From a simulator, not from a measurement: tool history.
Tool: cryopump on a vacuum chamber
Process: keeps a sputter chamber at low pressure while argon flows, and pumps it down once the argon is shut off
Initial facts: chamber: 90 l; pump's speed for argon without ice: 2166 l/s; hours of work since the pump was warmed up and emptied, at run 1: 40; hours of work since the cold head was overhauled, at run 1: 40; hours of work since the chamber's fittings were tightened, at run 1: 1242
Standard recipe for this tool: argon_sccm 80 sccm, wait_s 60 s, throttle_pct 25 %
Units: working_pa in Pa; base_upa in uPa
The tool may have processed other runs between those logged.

run,hour,argon_sccm,wait_s,throttle_pct,hours of work since the pump was warmed up and emptied,hours of work since the cold head was overhauled,hours of work since the chamber's fittings were tightened,working_pa,base_upa
1,0.0,80,60,25,40,40,1242,0.2501,0.98
2,11.2,80,60,25,50,50,1251,0.2543,0.99
3,29.4,80,60,25,66,66,1267,0.2494,1.01
4,47.5,80,60,25,82,82,1283,0.2537,1.05
5,65.3,80,60,25,97,97,1298,0.2525,1.01
6,77.7,80,60,25,108,108,1309,0.2523,1.05
7,87.0,80,60,25,116,116,1317,0.2515,1.03
8,106.1,76,60,25,133,133,1334,0.2390,1.03
9,118.6,76,60,25,143,143,1345,0.2369,1.08
10,127.4,76,60,25,151,151,1352,0.2409,1.09
11,139.6,76,60,25,162,162,1363,0.2408,1.07
12,154.5,76,60,25,175,175,1376,0.2391,1.11
13,173.6,76,60,25,191,191,1393,0.2439,1.09
14,186.9,80,60,56,203,203,1404,0.1151,1.14
15,197.9,80,60,56,212,212,1414,0.1184,1.14
16,215.0,80,29,25,227,227,1429,0.2535,1.45
17,228.5,80,29,25,239,239,1440,0.2541,1.44
18,241.6,47,60,25,250,250,1452,0.1513,1.15
19,261.5,47,60,25,268,268,1469,0.1503,1.15
20,270.4,88,46,23,276,276,1477,0.3045,1.24
21,285.6,88,46,23,289,289,1490,0.3057,1.34
22,303.1,88,46,23,304,304,1505,0.3063,1.26
23,313.5,87,118,44,313,313,1514,0.1621,1.09
24,325.5,107,28,21,323,323,1525,0.4064,1.52
25,340.8,57,171,25,337,337,1538,0.1843,1.01
26,354.3,80,299,37,349,349,1550,0.1772,0.98
27,363.4,80,299,37,356,356,1558,0.1777,0.99
28,375.0,92,31,25,367,367,1568,0.2971,1.52
29,385.4,92,31,25,376,376,1577,0.2994,1.50
30,403.6,75,265,25,391,391,1593,0.2427,1.03
31,422.0,75,265,25,407,407,1609,0.2461,1.05
32,439.2,75,265,25,422,422,1624,0.2439,1.06
33,459.6,80,300,25,440,440,1642,0.2580,1.05
34,472.6,80,300,25,451,451,1653,0.2622,1.08
35,488.1,80,170,36,465,465,1666,0.1865,1.13

Each row is a separate what-if for the run after 35, all from the same tool condition, not one after another. Results?
A,507.8,68,87,21,482,482,1683,?,?
B,507.8,102,234,45,482,482,1683,?,?
C,507.8,80,27,36,482,482,1683,?,?

run,working_pa,base_upa
A,0.2627,1.26
B,0.1921,1.14
C,0.1845,1.64
Stripped of hidden state, with their random variation kept, the same runs would have yielded:
run,working_pa,base_upa
A,0.2526,0.37
B,0.1772,0.23
C,0.1728,0.76
